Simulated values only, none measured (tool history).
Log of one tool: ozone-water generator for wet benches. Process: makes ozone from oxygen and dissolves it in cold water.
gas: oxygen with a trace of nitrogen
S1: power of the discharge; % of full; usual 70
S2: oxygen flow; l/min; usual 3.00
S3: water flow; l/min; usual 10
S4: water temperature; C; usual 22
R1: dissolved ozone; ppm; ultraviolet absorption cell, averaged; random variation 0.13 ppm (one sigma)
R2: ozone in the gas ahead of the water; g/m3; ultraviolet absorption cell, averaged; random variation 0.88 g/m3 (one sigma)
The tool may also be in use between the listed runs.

run	hour	S1	S2	S3	S4	R1	R2
1	0.0	70	3.00	10	22	13.3	139.4
2	67.9	70	3.00	9	22	14.3	137.9
3	110.6	70	3.00	9	22	14.1	139.2
4	180.9	77	3.00	10	22	14.1	151.2
5	219.4	77	3.00	10	22	14.3	147.7
6	256.8	70	3.00	16	22	8.7	137.3
7	329.1	70	3.00	16	22	8.6	137.5
8	365.4	70	3.00	10	22	13.0	137.2
# hour 372.8: contactor cleaned
9	415.2	70	3.00	10	22	12.8	137.0
10	444.9	70	3.00	10	22	12.5	137.6
11	508.8	70	3.00	10	15	13.8	137.0
12	557.8	70	3.00	10	15	14.1	138.3
# hour 594.7: contactor cleaned, once more
13	597.9	70	3.00	11	22	12.7	135.4
14	645.1	43	5.33	16	14	6.1	59.7
15	695.8	43	1.98	8	17	12.1	119.0
16	752.8	70	1.72	10	18	15.1	197.1
17	797.2	70	1.72	10	18	15.2	197.2
18	863.1	95	3.00	9	22	18.8	177.0
19	894.3	88	2.50	9	22	18.2	188.1
20	948.0	95	1.62	10	20	19.2	267.7

4 ways to go on from here, each from the tool as it stands after run 20. What would each give?
A	1013.4	49	2.00	10	22	?	?
B	1013.4	56	3.00	7	22	?	?
C	1013.4	95	3.42	10	28	?	?
D	1013.4	53	1.62	6	24	?	?

run	R1	R2
A	10.3	128.9
B	14.3	111.4
C	15.2	161.0
D	16.8	161.9
Without the tool's hidden state the same runs would have given:
run	R1	R2
A	10.9	134.7
B	15.1	117.2
C	16.6	174.4
D	17.7	169.8
